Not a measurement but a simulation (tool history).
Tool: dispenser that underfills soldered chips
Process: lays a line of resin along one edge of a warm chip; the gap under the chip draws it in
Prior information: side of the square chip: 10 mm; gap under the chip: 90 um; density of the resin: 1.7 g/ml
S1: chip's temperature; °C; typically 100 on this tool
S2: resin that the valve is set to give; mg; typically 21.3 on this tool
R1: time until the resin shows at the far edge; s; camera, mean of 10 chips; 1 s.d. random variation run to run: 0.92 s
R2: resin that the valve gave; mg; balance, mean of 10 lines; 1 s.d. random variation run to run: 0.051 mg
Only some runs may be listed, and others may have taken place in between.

run,hour,S1,S2,R1,R2
1,0,100,21.3,116.3,21.03
# hour 1.4: new syringe of resin
2,3.7,99,21.3,93.7,20.95
3,6.3,99,21.3,102,21.06
4,10.1,103,21.3,96.1,21.04
# hour 13.2: new syringe of resin
5,15.6,91,21.3,128.7,21.02
6,21,91,21.3,150.4,20.96
# hour 24.9: new syringe of resin
7,26.6,100,21.3,88.8,20.9
8,30.9,100,21.3,102.8,20.89
9,34.8,90,21.3,171.9,20.81
# hour 36.4: new syringe of resin
10,37.6,90,21.3,129.5,20.84
11,42.2,100,21.3,100.6,20.85
12,47.2,100,25.2,115.4,24.58
# hour 48.2: new syringe of resin
13,50.7,100,25.2,87.4,24.68
14,54.8,100,25.2,98.5,24.6
15,59.1,107,23,87.8,22.37
# hour 59.9: new syringe of resin
16,62.2,89,24.2,137.4,23.61
17,65.3,89,24.2,153,23.64
18,71,106,18.9,100.5,18.4
# hour 71.7: new syringe of resin
19,76.7,104,25.8,81.2,25.05
20,81.6,104,25.8,92.8,24.94
# hour 83.3: new syringe of resin
21,85.9,93,27.2,115.9,26.34
# hour 87.4: dispensing valve cleaned and set on the balance
22,91.1,88,19.8,169.1,19.84
# hour 95.8: new syringe of resin
23,95.8,114,20.6,49.6,20.47
24,98.1,114,20.6,54.2,20.51
25,102.1,114,20.6,60.5,20.47
26,106.6,85,21.3,212.8,21.11
# hour 107.8: new syringe of resin
27,110.3,85,21.3,164.5,21.13

What if the next run were any one of these 3? Each begins from the tool's condition after run 27:
A,114.4,100,24.5,?,?
B,114.4,93,20.1,?,?
C,114.4,113,21.3,?,?

run,R1,R2
A,101.9,24.26
B,135.2,19.96
C,62.6,21.09
With the hidden condition removed and each run's random variation left untouched, the same runs would have given:
run,R1,R2
A,86.8,24.47
B,115.1,20.14
C,53.1,21.28

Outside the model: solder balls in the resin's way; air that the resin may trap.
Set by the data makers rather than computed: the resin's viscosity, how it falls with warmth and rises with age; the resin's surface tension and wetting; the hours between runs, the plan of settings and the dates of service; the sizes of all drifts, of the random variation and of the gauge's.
